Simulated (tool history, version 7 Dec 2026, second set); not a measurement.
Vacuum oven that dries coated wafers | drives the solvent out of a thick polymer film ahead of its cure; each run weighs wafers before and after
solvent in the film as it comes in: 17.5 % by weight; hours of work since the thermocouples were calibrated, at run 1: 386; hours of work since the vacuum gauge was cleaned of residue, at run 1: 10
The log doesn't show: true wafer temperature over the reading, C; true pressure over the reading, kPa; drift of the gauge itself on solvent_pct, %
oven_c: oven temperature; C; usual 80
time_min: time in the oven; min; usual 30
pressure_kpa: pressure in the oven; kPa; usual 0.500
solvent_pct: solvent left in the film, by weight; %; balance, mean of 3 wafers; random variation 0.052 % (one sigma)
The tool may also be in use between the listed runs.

| run | hour | oven_c | time_min | pressure_kpa | hours of work since the thermocouples were calibrated | hours of work since the vacuum gauge was cleaned of residue | solvent_pct |
|---|---|---|---|---|---|---|---|
| 1 | 0.0 | 80 | 30 | 0.500 | 386 | 10 | 1.48 |
| 2 | 14.1 | 83 | 30 | 0.500 | 397 | 20 | 1.08 |
| 3 | 25.1 | 80 | 30 | 0.493 | 405 | 29 | 1.52 |
| 4 | 33.8 | 80 | 30 | 0.493 | 412 | 36 | 1.40 |
| 5 | 41.2 | 80 | 30 | 0.493 | 418 | 42 | 1.44 |
| 6 | 49.9 | 79 | 30 | 0.493 | 424 | 48 | 1.61 |
| 7 | 58.0 | 79 | 30 | 0.395 | 431 | 55 | 1.43 |
| 8 | 67.9 | 80 | 30 | 0.682 | 439 | 62 | 1.76 |
| 9 | 82.0 | 80 | 30 | 0.817 | 450 | 74 | 2.15 |
| 10 | 94.4 | 83 | 30 | 0.817 | 459 | 83 | 1.57 |
| 11 | 108.2 | 83 | 30 | 0.817 | 470 | 94 | 1.60 |
| 12 | 122.3 | 83 | 30 | 0.395 | 481 | 105 | 0.93 |
| 13 | 129.9 | 80 | 30 | 0.804 | 487 | 111 | 2.07 |
| 14 | 140.5 | 80 | 30 | 0.804 | 495 | 119 | 1.99 |
| 15 | 153.1 | 80 | 30 | 0.804 | 505 | 129 | 2.07 |
| 16 | 162.2 | 80 | 30 | 0.804 | 512 | 136 | 2.01 |
| 17 | 169.0 | 80 | 30 | 0.542 | 518 | 141 | 1.62 |
| 18 | 178.7 | 80 | 30 | 0.542 | 525 | 149 | 1.67 |
| 19 | 185.6 | 80 | 30 | 0.542 | 530 | 154 | 1.57 |
| 20 | 198.3 | 80 | 30 | 0.542 | 540 | 164 | 1.65 |
| 21 | 211.0 | 80 | 30 | 0.500 | 550 | 174 | 1.58 |
| 22 | 219.7 | 80 | 30 | 0.500 | 557 | 181 | 1.60 |
| 23 | 233.3 | 80 | 30 | 0.500 | 568 | 192 | 1.59 |
| 24 | 248.4 | 80 | 30 | 1.325 | 579 | 203 | 3.02 |
| 25 | 260.7 | 82 | 30 | 0.500 | 589 | 213 | 1.28 |
| 26 | 269.0 | 69 | 53 | 0.500 | 596 | 220 | 2.49 |
| 27 | 279.4 | 69 | 30 | 0.685 | 604 | 228 | 4.74 |
|  | 288.4 | oven's thermocouples calibrated |
| 28 | 296.9 | 72 | 19 | 1.367 | 7 | 240 | 7.06 |
| 29 | 310.0 | 88 | 21 | 0.333 | 17 | 250 | 0.93 |
| 30 | 318.2 | 88 | 21 | 0.333 | 23 | 256 | 0.89 |
| 31 | 327.5 | 72 | 41 | 0.500 | 30 | 264 | 2.57 |
| 32 | 340.3 | 72 | 41 | 0.500 | 41 | 274 | 2.51 |
| 33 | 353.5 | 72 | 41 | 0.500 | 51 | 284 | 2.35 |
| 34 | 360.2 | 65 | 38 | 0.559 | 56 | 289 | 4.94 |
| 35 | 373.8 | 65 | 38 | 0.559 | 67 | 300 | 4.97 |
| 36 | 385.3 | 80 | 15 | 1.045 | 76 | 309 | 4.65 |
| 37 | 397.3 | 88 | 30 | 0.500 | 85 | 318 | 0.97 |
| 38 | 405.8 | 86 | 51 | 1.678 | 92 | 325 | 2.41 |
| 39 | 414.1 | 86 | 51 | 1.678 | 98 | 331 | 2.34 |
| 40 | 421.0 | 86 | 51 | 1.678 | 103 | 337 | 2.40 |
| 41 | 430.7 | 86 | 51 | 1.678 | 111 | 344 | 2.47 |
| 42 | 441.5 | 65 | 30 | 0.732 | 120 | 353 | 6.54 |
| 43 | 451.1 | 94 | 34 | 0.500 | 127 | 360 | 0.82 |
| 44 | 458.0 | 85 | 44 | 0.520 | 132 | 366 | 0.95 |
| 45 | 466.7 | 85 | 44 | 0.520 | 139 | 372 | 0.97 |
| 46 | 478.4 | 85 | 44 | 0.520 | 148 | 381 | 0.91 |
| 47 | 492.8 | 85 | 44 | 0.520 | 160 | 393 | 1.05 |

Hidden state or all else? Some run-to-run changes of solvent_pct, split into what the settings, what came in and random variation would give without the hidden state, and what is left for the hidden state (with any gauge scatter that isn't in both results):
Run 28 -> 29: oven_c 72 -> 88, time_min 19 -> 21, pressure_kpa 1.367 -> 0.333. solvent_pct -6.13 %: hidden state -0.17, all else -5.96.
Run 41 -> 42: oven_c 86 -> 65, time_min 51 -> 30, pressure_kpa 1.678 -> 0.732. solvent_pct +4.07 %: hidden state +0.30, all else +3.77.
Run 42 -> 43: oven_c 65 -> 94, time_min 30 -> 34, pressure_kpa 0.732 -> 0.500. solvent_pct -5.72 %: hidden state -0.38, all else -5.34.

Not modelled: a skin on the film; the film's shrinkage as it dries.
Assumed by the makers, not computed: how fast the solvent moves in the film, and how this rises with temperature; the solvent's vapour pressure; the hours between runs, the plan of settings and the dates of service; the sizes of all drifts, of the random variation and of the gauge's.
